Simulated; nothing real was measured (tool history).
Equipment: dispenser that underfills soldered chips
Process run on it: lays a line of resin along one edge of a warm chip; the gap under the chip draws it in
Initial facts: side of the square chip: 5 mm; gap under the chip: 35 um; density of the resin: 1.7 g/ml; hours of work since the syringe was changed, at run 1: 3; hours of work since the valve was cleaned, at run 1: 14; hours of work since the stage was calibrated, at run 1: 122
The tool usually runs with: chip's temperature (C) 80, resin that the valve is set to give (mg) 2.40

run   hour  chip's temperature (C)  resin that the valve is set to give (mg)  hours of work since the syringe was changed  hours of work since the valve was cleaned  hours of work since the stage was calibrated  time until the resin shows at the far edge (s)  resin that the valve gave (mg)
  1    0.0                      80                                      2.40                                            3                                         14                                           122                                            44.9                            2.37
  2    5.1                      80                                      2.40                                            6                                         18                                           126                                            59.1                            2.37
       5.8  -- new syringe of resin
  3    9.0                      80                                      2.21                                            2                                         21                                           129                                            46.3                            2.18
  4   11.4                      67                                      2.40                                            4                                         23                                           131                                            86.4                            2.36
      15.1  -- new syringe of resin
  5   16.4                      80                                      2.77                                            1                                         26                                           134                                            40.7                            2.68
  6   20.6                      80                                      2.77                                            4                                         30                                           138                                            49.4                            2.71
      24.3  -- new syringe of resin
  7   25.2                      73                                      2.40                                            1                                         33                                           141                                            53.4                            2.33
  8   30.0                      80                                      2.40                                            4                                         37                                           145                                            51.1                            2.34
      33.4  -- new syringe of resin
  9   34.7                      80                                      2.58                                            1                                         40                                           148                                            40.3                            2.48
 10   38.1                      80                                      2.75                                            4                                         43                                           151                                            47.2                            2.65
 11   40.2                      80                                      2.40                                            5                                         44                                           152                                            54.2                            2.33
      42.7  -- new syringe of resin
 12   45.4                      80                                      2.40                                            2                                         48                                           156                                            44.3                            2.29
 13   50.2                      80                                      2.40                                            6                                         52                                           160                                            56.4                            2.31
      52.0  -- new syringe of resin
 14   54.2                      80                                      2.40                                            2                                         54                                           162                                            42.5                            2.30
 15   58.4                      72                                      2.03                                            5                                         58                                           166                                            75.4                            1.93
      61.3  -- new syringe of resin
 16   62.8                      72                                      2.53                                            1                                         61                                           169                                            56.4                            2.41
 17   67.1                      83                                      2.69                                            4                                         64                                           172                                            44.3                            2.54
 18   69.8                      83                                      2.69                                            7                                         66                                           174                                            52.8                            2.55
      70.4  -- new syringe of resin
 19   74.1                      83                                      2.69                                            3                                         69                                           177                                            39.8                            2.54
 20   78.7                      79                                      2.41                                            6                                         73                                           181                                            60.2                            2.28
      79.6  -- new syringe of resin
 21   82.3                      79                                      2.41                                            2                                         75                                           183                                            45.8                            2.28
 22   86.5                      79                                      2.41                                            5                                         78                                           186                                            55.9                            2.25
      88.8  -- new syringe of resin
 23   89.7                      85                                      2.07                                            1                                         81                                           189                                            34.2                            1.95
 24   92.2                      77                                      2.41                                            3                                         83                                           191                                            50.9                            2.24
 25   97.0                      74                                      2.31                                            6                                         86                                           194                                            73.9                            2.17
      98.0  -- new syringe of resin
 26  100.1                      93                                      2.31                                            2                                         88                                           196                                            25.9                            2.14

Run 27 has not been measured yet. What should we expect?
 27  103.7                      93                                      2.31                                            4                                         91                                           199                                               ?                               ?

{"run 27": {"time until the resin shows at the far edge (s)": 30.5, "resin that the valve gave (mg)": 2.15}}
If the tool had no hidden condition, the same run with the same run-to-run variation would have returned time until the resin shows at the far edge (s) 23.3, resin that the valve gave (mg) 2.31.
